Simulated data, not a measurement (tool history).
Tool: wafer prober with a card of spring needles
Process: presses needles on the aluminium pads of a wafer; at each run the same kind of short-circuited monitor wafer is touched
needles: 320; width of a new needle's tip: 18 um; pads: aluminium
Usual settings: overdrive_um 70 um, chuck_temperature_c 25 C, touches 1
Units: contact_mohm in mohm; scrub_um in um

run	day	overdrive_um	chuck_temperature_c	touches	contact_mohm	scrub_um
1	0.000	70	25	1	217	11.15
# day 0.571: tips cleaned on abrasive film
2	1.275	70	25	1	253	11.09
# day 1.392: tips cleaned on abrasive film
3	2.000	70	25	1	251	11.07
# day 2.192: tips cleaned on abrasive film
# day 2.967: tips cleaned on abrasive film
4	3.167	70	25	1	216	11.06
# day 3.738: tips cleaned on abrasive film
5	3.883	70	25	1	209	11.08
6	4.446	70	25	1	258	11.04
# day 4.517: tips cleaned on abrasive film
# day 5.246: height of the first contact set anew
# day 5.338: tips cleaned on abrasive film
7	5.654	70	25	2	197	11.33
# day 6.150: tips cleaned on abrasive film
8	6.654	70	25	1	248	11.35
# day 6.996: tips cleaned on abrasive film
9	7.417	70	25	1	233	11.34
# day 7.796: tips cleaned on abrasive film
# day 8.550: tips cleaned on abrasive film
10	8.788	70	25	1	222	11.28
# day 9.304: tips cleaned on abrasive film
11	9.988	70	25	1	249	11.32
# day 10.054: tips cleaned on abrasive film
# day 10.817: tips cleaned on abrasive film
12	10.967	70	25	1	209	11.24
# day 11.579: tips cleaned on abrasive film
13	12.196	57	25	3	212	9.19
# day 12.383: tips cleaned on abrasive film
# day 13.121: tips cleaned on abrasive film
14	13.121	64	44	1	173	10.28

Run 15 comes next. What will it give?
# day 13.867: tips cleaned on abrasive film
15	13.996	70	38	3	?	?

{"run 15": {"contact_mohm": 171, "scrub_um": 11.13}}
Without the tool's hidden state the same run would have given contact_mohm 155 mohm, scrub_um 11.25 um.

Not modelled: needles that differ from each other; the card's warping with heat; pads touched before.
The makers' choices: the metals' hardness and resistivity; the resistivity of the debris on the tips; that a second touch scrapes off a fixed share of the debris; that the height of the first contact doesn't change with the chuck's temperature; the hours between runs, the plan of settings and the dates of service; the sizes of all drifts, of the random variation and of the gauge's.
